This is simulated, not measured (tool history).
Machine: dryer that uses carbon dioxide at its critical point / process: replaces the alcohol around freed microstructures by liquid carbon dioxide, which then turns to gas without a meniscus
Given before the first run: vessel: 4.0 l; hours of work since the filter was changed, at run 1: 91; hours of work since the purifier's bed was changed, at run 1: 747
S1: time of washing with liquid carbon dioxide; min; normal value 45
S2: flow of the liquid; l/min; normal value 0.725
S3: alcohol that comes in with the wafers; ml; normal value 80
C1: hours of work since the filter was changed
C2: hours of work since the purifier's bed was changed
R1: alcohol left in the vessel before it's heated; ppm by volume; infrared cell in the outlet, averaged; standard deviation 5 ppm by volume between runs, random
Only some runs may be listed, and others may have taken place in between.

run,hour,S1,S2,S3,C1,C2,R1
1,0.0,45,0.725,80,91,747,107
2,24.2,45,0.725,59,106,761,95
3,60.2,45,0.725,59,128,783,105
4,99.8,45,0.725,59,152,807,115
5,135.6,45,0.822,80,174,829,100
6,170.9,53,0.725,80,195,850,107
7,203.2,45,0.636,80,215,870,187
8,229.1,45,0.911,80,231,886,80
9,266.3,45,0.911,80,253,908,94
10,298.9,45,0.725,83,273,928,145
11,337.0,45,0.725,83,296,951,145
12,380.7,45,1.046,83,323,978,86
13,421.4,71,0.494,106,348,1003,151
14,462.5,51,1.013,64,373,1028,97
15,508.9,35,0.723,80,401,1056,348
16,542.8,63,0.437,108,421,1076,348
17,572.6,49,0.437,32,440,1095,310
18,609.5,45,1.061,51,462,1117,110
19,640.4,40,0.445,22,481,1136,381

Some steps in R1, run to run, broken into two amounts with sign: the step expected even without the hidden condition (settings, incoming material, random variation), and the rest, left for the hidden condition together with whatever gauge scatter is not in both the measured and the hidden-condition-free result:
Hidden conditions of the tool in this case: flow that reaches the vessel past the clogged filter, %; alcohol in the recycled carbon dioxide, ppm; drift of the gauge itself on alcohol_ppm, %.
Run 14 -> 15: S1 51 -> 35, S2 1.013 -> 0.723, S3 64 -> 80. R1 +251 ppm by volume: hidden state +110, all else +141.
Run 18 -> 19: S1 45 -> 40, S2 1.061 -> 0.445, S3 51 -> 22. R1 +271 ppm by volume: hidden state +105, all else +166.
